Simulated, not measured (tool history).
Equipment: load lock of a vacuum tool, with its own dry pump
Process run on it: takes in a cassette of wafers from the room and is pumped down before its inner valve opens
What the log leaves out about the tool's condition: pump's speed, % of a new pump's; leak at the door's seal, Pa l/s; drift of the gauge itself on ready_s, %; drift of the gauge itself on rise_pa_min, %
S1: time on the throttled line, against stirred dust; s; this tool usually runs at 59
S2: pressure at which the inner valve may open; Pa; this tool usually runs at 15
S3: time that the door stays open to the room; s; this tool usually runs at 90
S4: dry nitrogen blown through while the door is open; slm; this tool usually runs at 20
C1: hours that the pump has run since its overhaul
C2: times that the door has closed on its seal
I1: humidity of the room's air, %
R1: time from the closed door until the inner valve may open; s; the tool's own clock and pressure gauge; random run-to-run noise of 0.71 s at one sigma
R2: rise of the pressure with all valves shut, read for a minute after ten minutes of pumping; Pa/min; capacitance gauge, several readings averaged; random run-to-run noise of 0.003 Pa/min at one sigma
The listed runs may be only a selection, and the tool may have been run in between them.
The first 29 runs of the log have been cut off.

run,hour,S1,S2,S3,S4,C1,C2,I1,R1,R2
30,3017.2,32,15,54,32,6078,8903,45.4,98.5,0.068
31,3087.5,44,15,90,5,6149,9100,46.3,106.4,0.097
32,3161.9,59,19,90,20,6223,9309,46.1,114.2,0.084
33,3295.8,59,19,90,20,6357,9685,42.1,115.8,0.086
34,3440.4,59,19,90,20,6502,10091,44.1,115.3,0.092
35,3569.3,39,18,167,10,6630,10453,43.9,104,0.118
36,3658.3,59,15,90,27,6720,10703,43.4,118.2,0.083
37,3734.7,81,26,69,8,6796,10917,43.8,127.1,0.096

Forecast each of these 4 alternatives for the next run:
A,3823.7,39,16,90,15,6885,11167,47.8,?,?
B,3823.7,35,15,82,9,6885,11167,45.8,?,?
C,3823.7,83,22,40,8,6885,11167,45.5,?,?
D,3823.7,81,22,69,25,6885,11167,43.8,?,?

run,R1,R2
A,105.1,0.111
B,102.1,0.11
C,129.5,0.096
D,129.8,0.09
With the hidden condition removed and each run's random variation left untouched, the same runs would have given:
run,R1,R2
A,92.9,0.048
B,89.6,0.047
C,120.9,0.034
D,120.9,0.027
